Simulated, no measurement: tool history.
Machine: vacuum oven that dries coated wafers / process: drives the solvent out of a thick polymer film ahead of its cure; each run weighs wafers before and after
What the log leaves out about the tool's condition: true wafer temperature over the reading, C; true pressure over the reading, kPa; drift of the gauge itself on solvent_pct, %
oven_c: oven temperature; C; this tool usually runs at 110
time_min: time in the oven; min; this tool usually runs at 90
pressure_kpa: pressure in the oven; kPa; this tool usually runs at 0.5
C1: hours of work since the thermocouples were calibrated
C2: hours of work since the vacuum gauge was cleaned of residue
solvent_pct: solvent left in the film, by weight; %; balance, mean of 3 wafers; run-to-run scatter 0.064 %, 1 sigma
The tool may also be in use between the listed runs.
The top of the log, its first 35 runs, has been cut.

Run 36, hour 1969.9: usual settings but time_min 62 min, pressure_kpa 0.693 kPa; C1 483; C2 621. Result: solvent_pct 6.35 %.
Run 37, hour 2016: usual settings but time_min 62 min, pressure_kpa 0.693 kPa; C1 506; C2 644. Result: solvent_pct 6.23 %.
Run 38, hour 2082.8: usual settings but oven_c 124 C, time_min 126 min, pressure_kpa 0.515 kPa; C1 540; C2 678. Result: solvent_pct 0.56 %.
Run 39, hour 2130.2: usual settings but oven_c 114 C, time_min 108 min, pressure_kpa 0.618 kPa; C1 563; C2 701. Result: solvent_pct 2.17 %.
Run 40, hour 2187: usual settings but oven_c 114 C, time_min 153 min, pressure_kpa 0.433 kPa; C1 592; C2 730. Result: solvent_pct 0.98 %.
Run 41, hour 2220.4: usual settings but oven_c 119 C, time_min 45 min, pressure_kpa 1.495 kPa; C1 609; C2 747. Result: solvent_pct 5.75 %.
Run 42, hour 2265.3: usual settings but oven_c 98 C, time_min 45 min, pressure_kpa 1.85 kPa; C1 631; C2 769. Result: solvent_pct 11.97 %.
Run 43, hour 2341.7: usual settings but oven_c 125 C, time_min 142 min, pressure_kpa 1.005 kPa; C1 669; C2 807. Result: solvent_pct 0.42 %.
Run 44, hour 2386.2: usual settings but oven_c 111 C; C1 692; C2 830. Result: solvent_pct 3.71 %.
At hour 2400.5: oven's thermocouples calibrated.
Run 45, hour 2457: usual settings but oven_c 111 C; C1 28; C2 864. Result: solvent_pct 3.71 %.
Run 46, hour 2499.9: usual settings but oven_c 98 C; C1 50; C2 886. Result: solvent_pct 7.73 %.

4 options for the next run, each taken on its own from the tool as it stands now. Forecast them:
Run A, hour 2559.9: usual settings but oven_c 102 C; C1 80; C2 916. Result: solvent_pct ?.
Run B, hour 2559.9: usual settings but time_min 104 min; C1 80; C2 916. Result: solvent_pct ?.
Run C, hour 2559.9: usual settings but oven_c 96 C, time_min 87 min, pressure_kpa 1.53 kPa; C1 80; C2 916. Result: solvent_pct ?.
Run D, hour 2559.9: usual settings but oven_c 98 C, time_min 61 min; C1 80; C2 916. Result: solvent_pct ?.

run  solvent_pct
  A         6.44
  B         3.26
  C         8.96
  D        10.02
Without the tool's hidden state the same runs would have given:
run  solvent_pct
  A         6.44
  B         3.26
  C         8.96
  D        10.01

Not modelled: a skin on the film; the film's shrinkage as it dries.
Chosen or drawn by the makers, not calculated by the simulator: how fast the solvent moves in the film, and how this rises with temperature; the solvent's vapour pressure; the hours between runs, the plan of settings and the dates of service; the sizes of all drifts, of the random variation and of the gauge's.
